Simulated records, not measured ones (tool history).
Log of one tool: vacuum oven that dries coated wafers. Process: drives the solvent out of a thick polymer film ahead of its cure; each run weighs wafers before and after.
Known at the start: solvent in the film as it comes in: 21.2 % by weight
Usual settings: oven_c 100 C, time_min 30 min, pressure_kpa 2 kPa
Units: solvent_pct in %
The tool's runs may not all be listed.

| run | hour | oven_c | time_min | pressure_kpa | solvent_pct |
|---|---|---|---|---|---|
| 1 | 0 | 100 | 30 | 2 | 5.67 |
| 2 | 13.5 | 100 | 30 | 7.74 | 9.5 |
| 3 | 26.3 | 100 | 30 | 7.74 | 9.46 |
| 4 | 38.1 | 100 | 30 | 7.74 | 9.49 |
| 5 | 52.1 | 100 | 30 | 7.74 | 9.41 |
| 6 | 68.1 | 100 | 30 | 7.74 | 9.51 |
| 7 | 82.7 | 100 | 30 | 2 | 5.65 |
| 8 | 101.4 | 100 | 30 | 2 | 5.69 |
| 9 | 121.1 | 112 | 29 | 1.05 | 1.59 |
| 10 | 137.7 | 103 | 30 | 2 | 4.5 |
| 11 | 160.6 | 113 | 23 | 2 | 2.6 |
| 12 | 172.4 | 106 | 30 | 1.23 | 3.02 |
| 13 | 189.9 | 94 | 24 | 2 | 9.48 |
| 14 | 208.6 | 100 | 30 | 6.2 | 8.47 |
| 15 | 224.5 | 106 | 32 | 1.77 | 3.1 |
| 16 | 247.9 | 111 | 32 | 1.49 | 1.74 |

Forecast each of these 3 alternatives for the next run:
| A | 259.4 | 87 | 17 | 7.18 | ? |
| B | 259.4 | 99 | 32 | 2.21 | ? |
| C | 259.4 | 88 | 16 | 2.77 | ? |

| run | solvent_pct |
|---|---|
| A | 16.54 |
| B | 5.84 |
| C | 13.94 |
Without the tool's hidden state the same runs would have given:
| run | solvent_pct |
|---|---|
| A | 16.54 |
| B | 5.85 |
| C | 13.94 |
